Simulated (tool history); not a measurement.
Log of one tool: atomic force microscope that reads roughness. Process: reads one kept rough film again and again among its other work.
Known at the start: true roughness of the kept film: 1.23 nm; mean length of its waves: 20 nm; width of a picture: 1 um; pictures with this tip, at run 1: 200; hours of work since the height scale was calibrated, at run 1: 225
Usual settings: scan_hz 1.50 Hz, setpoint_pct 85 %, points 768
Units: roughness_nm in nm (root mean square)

run,hour,scan_hz,setpoint_pct,points,pictures with this tip,hours of work since the height scale was calibrated,roughness_nm
1,0.0,1.50,85,768,200,225,0.838
2,19.1,1.50,85,768,229,234,0.832
3,41.8,1.50,85,768,264,246,0.813
4,54.0,1.50,85,768,283,252,0.812
5,78.5,1.50,85,768,321,264,0.781
6,94.2,1.50,85,768,345,272,0.782
7,104.5,1.50,85,768,361,277,0.768
# hour 111.5: new tip fitted
8,117.2,1.50,85,768,9,283,0.961
9,131.5,1.50,85,364,31,290,0.935
10,148.9,1.50,85,768,58,299,0.926
11,166.1,1.50,85,768,85,307,0.909
12,184.6,1.50,85,768,113,317,0.896
13,205.5,1.50,85,768,146,327,0.877
14,222.7,1.50,85,768,172,336,0.856
15,243.4,1.50,85,768,204,346,0.856
16,257.8,1.50,85,768,227,353,0.828
17,277.7,1.50,85,768,257,363,0.806
18,297.6,1.50,61,768,288,373,0.882
19,320.8,1.50,61,768,324,385,0.846
# hour 324.0: height scale calibrated on a step standard
20,336.6,1.50,61,768,347,6,0.854
# hour 352.0: new tip fitted
21,354.1,1.50,61,768,3,15,1.044
22,369.1,1.50,61,768,26,22,1.033
23,385.0,1.50,70,768,51,30,0.988
# hour 403.5: height scale calibrated on a step standard, once more
24,407.6,1.50,85,768,84,2,0.907
25,417.7,1.50,74,768,100,7,0.947
26,436.3,1.50,74,768,129,16,0.936
27,453.5,1.94,74,882,155,25,0.894
28,477.6,0.78,69,964,193,37,0.928
29,499.3,0.78,69,964,226,48,0.907
30,509.3,0.78,69,964,242,53,0.903
31,522.1,0.82,82,261,262,59,0.849
32,539.2,1.19,85,768,288,68,0.832
33,550.8,1.50,76,733,306,74,0.836
34,572.4,2.13,77,428,339,84,0.784
# hour 592.6: new tip fitted
35,594.0,1.21,60,933,2,95,1.070
36,617.9,1.14,71,303,39,107,0.984
37,633.0,3.68,82,597,62,114,0.833
38,647.0,3.68,82,597,84,121,0.814
39,669.5,1.50,85,364,119,133,0.887
40,687.4,1.20,85,378,147,141,0.886
41,697.4,1.04,68,521,162,146,0.937
42,721.8,3.26,79,309,200,159,0.786
43,745.3,2.59,85,837,236,170,0.785
44,769.2,2.59,85,837,273,182,0.751
45,783.1,2.59,85,837,294,189,0.741
46,797.4,0.50,58,376,317,196,0.881
47,814.6,0.81,77,768,343,205,0.846

Forecast each of these 3 alternatives for the next run:
A,826.2,0.87,77,270,361,211,?
B,826.2,1.17,73,582,361,211,?
C,826.2,0.91,85,768,361,211,?

run,roughness_nm
A,0.807
B,0.826
C,0.813
Without the tool's hidden state the same runs would have given:
run,roughness_nm
A,1.009
B,1.032
C,1.016
